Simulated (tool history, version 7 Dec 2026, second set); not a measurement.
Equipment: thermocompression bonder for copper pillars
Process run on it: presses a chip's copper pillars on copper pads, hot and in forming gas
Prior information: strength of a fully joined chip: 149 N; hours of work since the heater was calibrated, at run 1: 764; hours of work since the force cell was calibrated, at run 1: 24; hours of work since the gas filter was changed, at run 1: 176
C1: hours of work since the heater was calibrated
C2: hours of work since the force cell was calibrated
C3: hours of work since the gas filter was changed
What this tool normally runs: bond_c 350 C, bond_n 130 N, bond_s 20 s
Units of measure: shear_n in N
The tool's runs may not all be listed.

run 1 day=0 | bond_c=350 bond_n=130 bond_s=20 | C1=764 C2=24 C3=176 | shear_n=49.1
run 2 day=0.633 | bond_c=350 bond_n=130 bond_s=20 | C1=770 C2=30 C3=182 | shear_n=47.2
run 3 day=1.025 | bond_c=350 bond_n=80 bond_s=20 | C1=774 C2=34 C3=186 | shear_n=28.1
run 4 day=1.425 | bond_c=350 bond_n=130 bond_s=20 | C1=778 C2=38 C3=190 | shear_n=47.5
run 5 day=1.883 | bond_c=350 bond_n=130 bond_s=20 | C1=782 C2=43 C3=195 | shear_n=47.4
run 6 day=2.467 | bond_c=350 bond_n=130 bond_s=20 | C1=788 C2=49 C3=200 | shear_n=47.3
run 7 day=2.896 | bond_c=350 bond_n=130 bond_s=20 | C1=792 C2=53 C3=205 | shear_n=46.5
run 8 day=3.321 | bond_c=372 bond_n=86 bond_s=12 | C1=797 C2=57 C3=209 | shear_n=33.6
run 9 day=3.696 | bond_c=372 bond_n=130 bond_s=11 | C1=800 C2=61 C3=213 | shear_n=49.5
run 10 day=4.183 | bond_c=372 bond_n=130 bond_s=11 | C1=805 C2=66 C3=217 | shear_n=49.9
run 11 day=4.846 | bond_c=350 bond_n=132 bond_s=21 | C1=812 C2=72 C3=224 | shear_n=48.7
run 12 day=5.208 | bond_c=350 bond_n=132 bond_s=21 | C1=816 C2=76 C3=228 | shear_n=48.8
run 13 day=5.838 | bond_c=373 bond_n=130 bond_s=20 | C1=822 C2=82 C3=234 | shear_n=63
-- day=5.95 forming gas filter changed
run 14 day=6.288 | bond_c=329 bond_n=85 bond_s=25 | C1=826 C2=87 C3=3 | shear_n=26.3

Each row is a separate what-if for the run after 14, all from the same tool condition, not one after another. Results?
run A day=7.004 | bond_c=357 bond_n=85 bond_s=11 | C1=833 C2=94 C3=11 | shear_n=?
run B day=7.004 | bond_c=335 bond_n=91 bond_s=18 | C1=833 C2=94 C3=11 | shear_n=?
run C day=7.004 | bond_c=350 bond_n=130 bond_s=28 | C1=833 C2=94 C3=11 | shear_n=?

run=A shear_n=27
run=B shear_n=26.8
run=C shear_n=59.1
The same runs, with their run-to-run variation unchanged, on a tool lacking any hidden condition would have given:
run=A shear_n=29.8
run=B shear_n=29.9
run=C shear_n=64.4
